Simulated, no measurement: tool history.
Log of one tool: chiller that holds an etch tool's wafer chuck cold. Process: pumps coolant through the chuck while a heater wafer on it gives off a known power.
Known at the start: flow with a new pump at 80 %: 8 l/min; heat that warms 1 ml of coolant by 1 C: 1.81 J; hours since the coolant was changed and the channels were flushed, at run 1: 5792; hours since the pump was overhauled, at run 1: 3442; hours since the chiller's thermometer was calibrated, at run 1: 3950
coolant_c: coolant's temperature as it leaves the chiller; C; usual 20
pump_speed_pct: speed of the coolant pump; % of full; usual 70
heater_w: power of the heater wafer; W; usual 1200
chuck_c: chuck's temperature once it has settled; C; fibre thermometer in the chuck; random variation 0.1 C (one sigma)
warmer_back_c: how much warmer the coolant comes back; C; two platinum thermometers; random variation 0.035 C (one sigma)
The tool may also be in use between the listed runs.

run	hour	coolant_c	pump_speed_pct	heater_w	hours since the coolant was changed and the channels were flushed	hours since the pump was overhauled	hours since the chiller's thermometer was calibrated	chuck_c	warmer_back_c
1	0.0	20	70	1200	5792	3442	3950	31.8	6.10
2	64.9	20	70	1200	5857	3507	4015	31.9	6.10
3	117.6	20	70	1200	5910	3560	4067	31.9	6.06
4	208.1	10	70	1200	6000	3650	4158	22.1	6.14
5	259.6	10	70	1200	6052	3702	4209	22.0	6.15
6	360.7	10	70	1200	6153	3803	4310	22.0	6.17
7	427.5	10	70	1200	6220	3870	4377	22.1	6.24
8	512.7	10	70	1200	6305	3955	4462	22.1	6.17
# hour 559.7: chiller's thermometer calibrated
9	576.1	20	72	1200	6367	4017	16	31.7	6.02
10	631.3	20	72	1200	6423	4073	72	31.6	5.97
11	714.0	17	70	809	6505	4155	154	24.9	4.09
12	778.0	11	66	1110	6569	4219	218	22.7	6.11
13	870.0	20	99	1023	6661	4311	310	27.6	3.72
14	993.1	15	78	841	6784	4434	433	22.7	3.96
15	1114.6	15	61	1378	6906	4556	555	30.6	8.24
16	1230.1	15	61	1378	7021	4671	670	30.9	8.24
# hour 1276.3: coolant changed, channels flushed
17	1293.1	15	61	1378	17	4728	727	28.9	8.28
18	1363.3	20	71	1371	87	4799	798	32.2	7.09
19	1413.7	20	71	1371	137	4849	848	32.0	7.09
20	1503.1	20	71	1371	227	4938	937	32.2	7.10

Some steps in chuck_c between neighbouring runs. How much of each would the tool show without its hidden state too (settings, what came in, random variation), and how much is left for the hidden state, with any gauge scatter that isn't in both results?
The hidden state here: heat passed by the chuck's channels, % of clean ones'; flow at a given pump speed, % of a new pump's; coolant's true temperature over the reading, C; drift of the gauge itself on chuck_c, C; drift of the gauge itself on warmer_back_c, C.
Run 3 -> 4: coolant_c 20 -> 10. chuck_c -9.8 C: hidden state +0.1, all else -9.9.
Run 8 -> 9: coolant_c 10 -> 20, pump_speed_pct 70 -> 72, chiller's thermometer calibrated. chuck_c +9.6 C: hidden state -0.4, all else +10.0.
Run 14 -> 15: pump_speed_pct 78 -> 61, heater_w 841 -> 1378. chuck_c +7.9 C: hidden state +1.5, all else +6.4.
Run 16 -> 17: coolant changed, channels flushed. chuck_c -2.0 C: hidden state -1.9, all else -0.1.

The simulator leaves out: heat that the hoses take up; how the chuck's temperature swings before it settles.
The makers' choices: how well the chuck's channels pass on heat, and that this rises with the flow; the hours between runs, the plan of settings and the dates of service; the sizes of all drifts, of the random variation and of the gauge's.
